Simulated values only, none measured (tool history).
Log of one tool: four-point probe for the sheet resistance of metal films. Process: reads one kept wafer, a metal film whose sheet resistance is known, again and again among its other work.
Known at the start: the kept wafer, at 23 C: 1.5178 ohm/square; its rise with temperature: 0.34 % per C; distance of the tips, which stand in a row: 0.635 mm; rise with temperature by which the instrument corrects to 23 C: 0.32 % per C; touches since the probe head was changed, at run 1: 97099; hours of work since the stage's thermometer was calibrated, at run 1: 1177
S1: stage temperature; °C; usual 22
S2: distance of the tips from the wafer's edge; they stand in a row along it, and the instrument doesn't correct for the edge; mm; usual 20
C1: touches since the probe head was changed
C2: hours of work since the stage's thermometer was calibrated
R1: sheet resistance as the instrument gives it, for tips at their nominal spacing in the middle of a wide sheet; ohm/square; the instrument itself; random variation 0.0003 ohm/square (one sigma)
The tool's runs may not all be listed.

| run | hour | S1 | S2 | C1 | C2 | R1 |
|---|---|---|---|---|---|---|
| 1 | 0 | 22 | 20 | 97099 | 1177 | 1.522476 |
| 2 | 62.4 | 22 | 20 | 98865 | 1210 | 1.522448 |
| 3 | 97.4 | 22 | 7 | 99855 | 1228 | 1.528502 |
| 4 | 160.5 | 19 | 20 | 101640 | 1262 | 1.52173 |
| 5 | 213.9 | 19 | 20 | 103153 | 1290 | 1.522135 |
| 6 | 244 | 19 | 20 | 104004 | 1306 | 1.521924 |
|  | 253.7 | new probe head fitted |
| 7 | 284.7 | 19 | 20 | 876 | 1327 | 1.513087 |
| 8 | 322 | 22 | 5 | 1932 | 1347 | 1.526118 |
| 9 | 374.3 | 22 | 5 | 3411 | 1374 | 1.526126 |
| 10 | 425.4 | 22 | 5 | 4859 | 1401 | 1.526451 |
| 11 | 465 | 22 | 20 | 5980 | 1422 | 1.513841 |
| 12 | 523.8 | 22 | 5 | 7643 | 1453 | 1.525735 |
| 13 | 564.1 | 22 | 25 | 8782 | 1475 | 1.514222 |
| 14 | 601.7 | 22 | 25 | 9846 | 1495 | 1.514306 |
| 15 | 637.2 | 22 | 20 | 10852 | 1513 | 1.513465 |
| 16 | 664.1 | 27 | 20 | 11611 | 1528 | 1.515777 |
| 17 | 710.5 | 27 | 65 | 12925 | 1552 | 1.515308 |
| 18 | 754.7 | 27 | 20 | 14175 | 1576 | 1.515758 |
| 19 | 818.8 | 27 | 34 | 15989 | 1610 | 1.514983 |
| 20 | 849.2 | 27 | 34 | 16851 | 1626 | 1.516132 |
| 21 | 883.4 | 27 | 34 | 17819 | 1644 | 1.515984 |
| 22 | 938.9 | 27 | 34 | 19387 | 1673 | 1.515604 |
| 23 | 967 | 28 | 4 | 20182 | 1688 | 1.536599 |
| 24 | 994.8 | 34 | 23 | 20970 | 1703 | 1.518375 |
| 25 | 1029.3 | 24 | 17 | 21947 | 1721 | 1.51629 |
| 26 | 1084.9 | 22 | 17 | 23520 | 1750 | 1.514949 |
| 27 | 1115.3 | 22 | 17 | 24379 | 1766 | 1.515492 |
| 28 | 1155 | 31 | 55 | 25502 | 1787 | 1.517472 |
| 29 | 1194.1 | 27 | 4 | 26609 | 1808 | 1.536158 |
| 30 | 1241.2 | 27 | 4 | 27943 | 1833 | 1.536475 |
| 31 | 1273.3 | 34 | 7 | 28850 | 1850 | 1.525234 |
| 32 | 1319.7 | 34 | 7 | 30164 | 1875 | 1.525362 |
| 33 | 1367.7 | 26 | 10 | 31521 | 1900 | 1.519792 |
| 34 | 1408.8 | 26 | 10 | 32684 | 1922 | 1.519504 |
| 35 | 1436.6 | 32 | 48 | 33470 | 1936 | 1.518843 |
| 36 | 1486.9 | 22 | 9 | 34894 | 1963 | 1.518792 |
| 37 | 1538.1 | 30 | 7 | 36342 | 1990 | 1.52414 |
| 38 | 1591.8 | 34 | 36 | 37862 | 2019 | 1.519289 |
| 39 | 1652.9 | 32 | 19 | 39590 | 2051 | 1.519121 |
| 40 | 1699.9 | 32 | 19 | 40922 | 2076 | 1.519347 |
| 41 | 1736.7 | 32 | 19 | 41962 | 2095 | 1.519924 |
| 42 | 1788.2 | 30 | 5 | 43421 | 2122 | 1.531212 |
| 43 | 1840.4 | 33 | 21 | 44896 | 2150 | 1.520283 |
| 44 | 1868.5 | 33 | 21 | 45692 | 2165 | 1.518905 |

How the hidden state differs across the entries between the runs, from the last listed run before each to the first after it:
Between runs 6 and 7: new probe head fitted (hour 253.7)
  inner tips' distance over the nominal, %: 0.379 -> -0.186; tips' flats over new ones', %: 48 -> 0; wafer's true temperature over the reading, C: -0.31 -> -0.32
  measured less the result without the state, R1: +0.004587 -> -0.004712 ohm/square
